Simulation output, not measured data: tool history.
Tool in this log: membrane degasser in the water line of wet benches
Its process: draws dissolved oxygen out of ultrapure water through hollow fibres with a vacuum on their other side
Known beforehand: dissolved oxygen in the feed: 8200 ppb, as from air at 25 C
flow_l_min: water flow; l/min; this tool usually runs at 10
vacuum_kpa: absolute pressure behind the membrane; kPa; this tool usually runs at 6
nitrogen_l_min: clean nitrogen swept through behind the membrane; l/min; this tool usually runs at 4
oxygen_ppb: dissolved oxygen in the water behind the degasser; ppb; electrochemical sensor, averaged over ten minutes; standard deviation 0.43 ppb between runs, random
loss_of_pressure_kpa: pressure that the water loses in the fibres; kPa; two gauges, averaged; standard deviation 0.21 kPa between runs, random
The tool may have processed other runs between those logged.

run 1 hour=0 | flow_l_min=10 vacuum_kpa=6 nitrogen_l_min=4 | oxygen_ppb=30.7 loss_of_pressure_kpa=49.06
run 2 hour=39.4 | flow_l_min=10 vacuum_kpa=6 nitrogen_l_min=4 | oxygen_ppb=31.8 loss_of_pressure_kpa=48.79
run 3 hour=78.9 | flow_l_min=10 vacuum_kpa=6 nitrogen_l_min=4 | oxygen_ppb=31.1 loss_of_pressure_kpa=48.98
run 4 hour=111.4 | flow_l_min=10 vacuum_kpa=6 nitrogen_l_min=2.72 | oxygen_ppb=38.5 loss_of_pressure_kpa=48.69
run 5 hour=132 | flow_l_min=10 vacuum_kpa=6 nitrogen_l_min=2.72 | oxygen_ppb=38.4 loss_of_pressure_kpa=48.55
run 6 hour=170.4 | flow_l_min=10 vacuum_kpa=6 nitrogen_l_min=2.72 | oxygen_ppb=39.4 loss_of_pressure_kpa=48.44
run 7 hour=208.9 | flow_l_min=10 vacuum_kpa=6 nitrogen_l_min=2.72 | oxygen_ppb=39.4 loss_of_pressure_kpa=48.47
run 8 hour=245.5 | flow_l_min=10 vacuum_kpa=6 nitrogen_l_min=2.72 | oxygen_ppb=39.1 loss_of_pressure_kpa=48.81
run 9 hour=269 | flow_l_min=10 vacuum_kpa=6 nitrogen_l_min=5.07 | oxygen_ppb=27.5 loss_of_pressure_kpa=48.86
run 10 hour=307.8 | flow_l_min=7 vacuum_kpa=6 nitrogen_l_min=4 | oxygen_ppb=15.4 loss_of_pressure_kpa=34.13
run 11 hour=346.5 | flow_l_min=10 vacuum_kpa=13.18 nitrogen_l_min=4 | oxygen_ppb=74.4 loss_of_pressure_kpa=48.87
run 12 hour=386.7 | flow_l_min=10 vacuum_kpa=6 nitrogen_l_min=4 | oxygen_ppb=32.1 loss_of_pressure_kpa=48.56
-- hour=399.3 vacuum gauge calibrated
run 13 hour=434 | flow_l_min=10 vacuum_kpa=6 nitrogen_l_min=4 | oxygen_ppb=31.6 loss_of_pressure_kpa=48.95
run 14 hour=467.7 | flow_l_min=10 vacuum_kpa=6 nitrogen_l_min=4 | oxygen_ppb=30.8 loss_of_pressure_kpa=48.44
run 15 hour=511.6 | flow_l_min=6 vacuum_kpa=6 nitrogen_l_min=4 | oxygen_ppb=11.9 loss_of_pressure_kpa=29.13
run 16 hour=533 | flow_l_min=14 vacuum_kpa=6 nitrogen_l_min=4 | oxygen_ppb=64.4 loss_of_pressure_kpa=67.94
run 17 hour=553.5 | flow_l_min=6 vacuum_kpa=5.24 nitrogen_l_min=7.46 | oxygen_ppb=5.5 loss_of_pressure_kpa=28.71
run 18 hour=575.4 | flow_l_min=6 vacuum_kpa=6 nitrogen_l_min=5.75 | oxygen_ppb=8.5 loss_of_pressure_kpa=29.15
run 19 hour=596 | flow_l_min=6 vacuum_kpa=4.85 nitrogen_l_min=5.75 | oxygen_ppb=6.1 loss_of_pressure_kpa=29.15
run 20 hour=620.5 | flow_l_min=6 vacuum_kpa=4.85 nitrogen_l_min=8.07 | oxygen_ppb=4.2 loss_of_pressure_kpa=29.29
run 21 hour=667.1 | flow_l_min=6 vacuum_kpa=4.85 nitrogen_l_min=8.07 | oxygen_ppb=4.8 loss_of_pressure_kpa=28.9
run 22 hour=696 | flow_l_min=9 vacuum_kpa=4.85 nitrogen_l_min=3.44 | oxygen_ppb=20.2 loss_of_pressure_kpa=43.3
run 23 hour=728.2 | flow_l_min=9 vacuum_kpa=5.26 nitrogen_l_min=7.11 | oxygen_ppb=16.2 loss_of_pressure_kpa=43.27
run 24 hour=754.8 | flow_l_min=9 vacuum_kpa=5.26 nitrogen_l_min=7.11 | oxygen_ppb=15.6 loss_of_pressure_kpa=43.09
run 25 hour=782.3 | flow_l_min=6 vacuum_kpa=8.99 nitrogen_l_min=7.11 | oxygen_ppb=14.1 loss_of_pressure_kpa=28.67
run 26 hour=818.8 | flow_l_min=11 vacuum_kpa=5.28 nitrogen_l_min=4 | oxygen_ppb=33.5 loss_of_pressure_kpa=53.05
run 27 hour=855 | flow_l_min=12 vacuum_kpa=6 nitrogen_l_min=2.17 | oxygen_ppb=63 loss_of_pressure_kpa=57.22
run 28 hour=904 | flow_l_min=12 vacuum_kpa=14.8 nitrogen_l_min=7.64 | oxygen_ppb=70.3 loss_of_pressure_kpa=57.48
run 29 hour=952.4 | flow_l_min=12 vacuum_kpa=14.8 nitrogen_l_min=7.64 | oxygen_ppb=71 loss_of_pressure_kpa=57.78
run 30 hour=985.6 | flow_l_min=12 vacuum_kpa=14.8 nitrogen_l_min=7.64 | oxygen_ppb=70.3 loss_of_pressure_kpa=57.58
run 31 hour=1020.5 | flow_l_min=12 vacuum_kpa=14.8 nitrogen_l_min=7.64 | oxygen_ppb=69.8 loss_of_pressure_kpa=57.42

Alternative continuations, all from the tool just after run 31; predict every row:
run A hour=1060.1 | flow_l_min=15 vacuum_kpa=6 nitrogen_l_min=6.19 | oxygen_ppb=? loss_of_pressure_kpa=?
run B hour=1060.1 | flow_l_min=13 vacuum_kpa=14.8 nitrogen_l_min=7.64 | oxygen_ppb=? loss_of_pressure_kpa=?
run C hour=1060.1 | flow_l_min=13 vacuum_kpa=7.81 nitrogen_l_min=4.1 | oxygen_ppb=? loss_of_pressure_kpa=?

run=A oxygen_ppb=67.4 loss_of_pressure_kpa=72.35
run=B oxygen_ppb=79.7 loss_of_pressure_kpa=61.87
run=C oxygen_ppb=68.8 loss_of_pressure_kpa=62.46
Without the tool's hidden state the same runs would have given:
run=A oxygen_ppb=67.3 loss_of_pressure_kpa=73.9
run=B oxygen_ppb=79.6 loss_of_pressure_kpa=63.2
run=C oxygen_ppb=68.7 loss_of_pressure_kpa=63.79
